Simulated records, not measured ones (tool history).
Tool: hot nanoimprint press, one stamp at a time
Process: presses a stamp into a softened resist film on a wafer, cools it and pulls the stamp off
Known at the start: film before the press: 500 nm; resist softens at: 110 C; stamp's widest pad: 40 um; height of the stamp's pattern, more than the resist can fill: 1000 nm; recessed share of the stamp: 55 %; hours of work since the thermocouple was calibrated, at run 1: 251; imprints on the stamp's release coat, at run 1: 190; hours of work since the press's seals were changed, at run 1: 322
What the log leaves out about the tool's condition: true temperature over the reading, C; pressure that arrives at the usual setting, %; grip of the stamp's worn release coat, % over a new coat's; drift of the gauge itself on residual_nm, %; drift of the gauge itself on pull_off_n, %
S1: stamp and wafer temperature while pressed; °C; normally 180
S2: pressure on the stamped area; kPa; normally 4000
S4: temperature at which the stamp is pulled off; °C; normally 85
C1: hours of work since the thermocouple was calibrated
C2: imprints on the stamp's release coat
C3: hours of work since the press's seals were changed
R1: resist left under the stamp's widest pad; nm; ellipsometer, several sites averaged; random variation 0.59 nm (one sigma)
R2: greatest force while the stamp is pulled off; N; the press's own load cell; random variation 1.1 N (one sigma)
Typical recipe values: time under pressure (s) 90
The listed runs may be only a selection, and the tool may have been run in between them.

{"run": 1, "day": 0.0, "S1": 180, "S2": 4000, "time under pressure (s)": 90, "S4": 85, "C1": 251, "C2": 190, "C3": 322, "R1": 209.5, "R2": 153}
{"run": 2, "day": 0.621, "S1": 180, "S2": 4000, "time under pressure (s)": 90, "S4": 85, "C1": 261, "C2": 268, "C3": 332, "R1": 210.4, "R2": 158}
{"run": 3, "day": 1.204, "S1": 180, "S2": 4000, "time under pressure (s)": 90, "S4": 85, "C1": 271, "C2": 342, "C3": 342, "R1": 210.7, "R2": 157}
{"run": 4, "day": 1.696, "S1": 180, "S2": 4000, "time under pressure (s)": 90, "S4": 85, "C1": 278, "C2": 403, "C3": 350, "R1": 211.3, "R2": 162}
{"day": 1.892, "done": "plate thermocouple calibrated"}
{"run": 5, "day": 2.254, "S1": 180, "S2": 4000, "time under pressure (s)": 90, "S4": 85, "C1": 6, "C2": 458, "C3": 357, "R1": 215.4, "R2": 166}
{"run": 6, "day": 2.95, "S1": 180, "S2": 3290, "time under pressure (s)": 90, "S4": 85, "C1": 17, "C2": 546, "C3": 368, "R1": 236.3, "R2": 168}
{"day": 3.267, "done": "stamp cleaned and given a new release coat"}
{"run": 7, "day": 3.996, "S1": 180, "S2": 3290, "time under pressure (s)": 90, "S4": 85, "C1": 30, "C2": 92, "C3": 381, "R1": 236.9, "R2": 153}
{"run": 8, "day": 4.988, "S1": 180, "S2": 3650, "time under pressure (s)": 90, "S4": 85, "C1": 46, "C2": 217, "C3": 397, "R1": 227.7, "R2": 158}
{"run": 9, "day": 5.508, "S1": 180, "S2": 4000, "time under pressure (s)": 143, "S4": 85, "C1": 55, "C2": 283, "C3": 405, "R1": 181.9, "R2": 159}
{"run": 10, "day": 6.458, "S1": 180, "S2": 4000, "time under pressure (s)": 90, "S4": 85, "C1": 70, "C2": 402, "C3": 421, "R1": 218.1, "R2": 161}
{"day": 7.196, "done": "plate thermocouple calibrated, once more"}
{"run": 11, "day": 7.538, "S1": 180, "S2": 4000, "time under pressure (s)": 90, "S4": 85, "C1": 6, "C2": 523, "C3": 436, "R1": 200.3, "R2": 160}
{"day": 8.038, "done": "stamp cleaned and given a new release coat"}
{"run": 12, "day": 8.638, "S1": 180, "S2": 4000, "time under pressure (s)": 90, "S4": 85, "C1": 19, "C2": 76, "C3": 450, "R1": 201.1, "R2": 148}
{"run": 13, "day": 9.246, "S1": 180, "S2": 4000, "time under pressure (s)": 90, "S4": 85, "C1": 29, "C2": 152, "C3": 460, "R1": 201.6, "R2": 150}
{"run": 14, "day": 10.208, "S1": 180, "S2": 4000, "time under pressure (s)": 90, "S4": 85, "C1": 45, "C2": 274, "C3": 475, "R1": 201.7, "R2": 155}
{"run": 15, "day": 10.683, "S1": 185, "S2": 4000, "time under pressure (s)": 90, "S4": 85, "C1": 52, "C2": 334, "C3": 483, "R1": 167.3, "R2": 157}
{"run": 16, "day": 11.121, "S1": 184, "S2": 4560, "time under pressure (s)": 90, "S4": 78, "C1": 60, "C2": 389, "C3": 490, "R1": 162.0, "R2": 174}
{"run": 17, "day": 11.958, "S1": 184, "S2": 4560, "time under pressure (s)": 90, "S4": 78, "C1": 73, "C2": 494, "C3": 504, "R1": 162.3, "R2": 178}
{"day": 12.704, "done": "stamp cleaned and given a new release coat"}
{"run": 18, "day": 13.117, "S1": 184, "S2": 4560, "time under pressure (s)": 90, "S4": 78, "C1": 88, "C2": 52, "C3": 518, "R1": 163.3, "R2": 162}
{"run": 19, "day": 14.0, "S1": 188, "S2": 4560, "time under pressure (s)": 90, "S4": 89, "C1": 102, "C2": 163, "C3": 533, "R1": 139.8, "R2": 143}
{"run": 20, "day": 14.767, "S1": 177, "S2": 3130, "time under pressure (s)": 50, "S4": 86, "C1": 115, "C2": 260, "C3": 545, "R1": 311.6, "R2": 155}
{"run": 21, "day": 15.454, "S1": 180, "S2": 4000, "time under pressure (s)": 90, "S4": 71, "C1": 126, "C2": 346, "C3": 556, "R1": 206.4, "R2": 186}
{"run": 22, "day": 16.525, "S1": 173, "S2": 5300, "time under pressure (s)": 46, "S4": 78, "C1": 143, "C2": 482, "C3": 574, "R1": 300.1, "R2": 178}
{"run": 23, "day": 17.033, "S1": 173, "S2": 5300, "time under pressure (s)": 163, "S4": 88, "C1": 151, "C2": 545, "C3": 582, "R1": 193.6, "R2": 156}
{"day": 17.35, "done": "stamp cleaned and given a new release coat"}
{"run": 24, "day": 18.262, "S1": 180, "S2": 3890, "time under pressure (s)": 90, "S4": 86, "C1": 167, "C2": 115, "C3": 598, "R1": 208.9, "R2": 148}
{"run": 25, "day": 19.262, "S1": 171, "S2": 4170, "time under pressure (s)": 90, "S4": 79, "C1": 183, "C2": 241, "C3": 614, "R1": 291.8, "R2": 166}
{"run": 26, "day": 19.908, "S1": 171, "S2": 4170, "time under pressure (s)": 90, "S4": 79, "C1": 194, "C2": 322, "C3": 624, "R1": 294.1, "R2": 171}
{"run": 27, "day": 20.946, "S1": 171, "S2": 4170, "time under pressure (s)": 90, "S4": 79, "C1": 211, "C2": 453, "C3": 641, "R1": 293.9, "R2": 175}
{"day": 22.008, "done": "stamp cleaned and given a new release coat"}
{"run": 28, "day": 22.05, "S1": 180, "S2": 6230, "time under pressure (s)": 90, "S4": 85, "C1": 224, "C2": 6, "C3": 655, "R1": 169.8, "R2": 147}
{"run": 29, "day": 22.612, "S1": 180, "S2": 5600, "time under pressure (s)": 90, "S4": 85, "C1": 233, "C2": 76, "C3": 664, "R1": 179.8, "R2": 149}

How would selected steps in R1 from run to run divide? Give the signed amount a tool lacking its hidden state would still show from settings, what came in and random variation, and the signed amount left for the hidden state, including any gauge scatter that is not in both of the compared results.
Run 10 -> 11: plate thermocouple calibrated, once more. R1 -17.8 nm: hidden state -17.4, all else -0.4.
Run 19 -> 20: S1 188 -> 177, S2 4560 -> 3130, time under pressure (s) 90 -> 50, S4 89 -> 86. R1 +171.8 nm: hidden state +2.2, all else +169.6.
Run 21 -> 22: S1 180 -> 173, S2 4000 -> 5300, time under pressure (s) 90 -> 46, S4 71 -> 78. R1 +93.7 nm: hidden state +4.4, all else +89.3.
Run 27 -> 28: S1 171 -> 180, S2 4170 -> 6230, S4 79 -> 85, stamp cleaned and given a new release coat. R1 -124.1 nm: hidden state -1.8, all else -122.3.

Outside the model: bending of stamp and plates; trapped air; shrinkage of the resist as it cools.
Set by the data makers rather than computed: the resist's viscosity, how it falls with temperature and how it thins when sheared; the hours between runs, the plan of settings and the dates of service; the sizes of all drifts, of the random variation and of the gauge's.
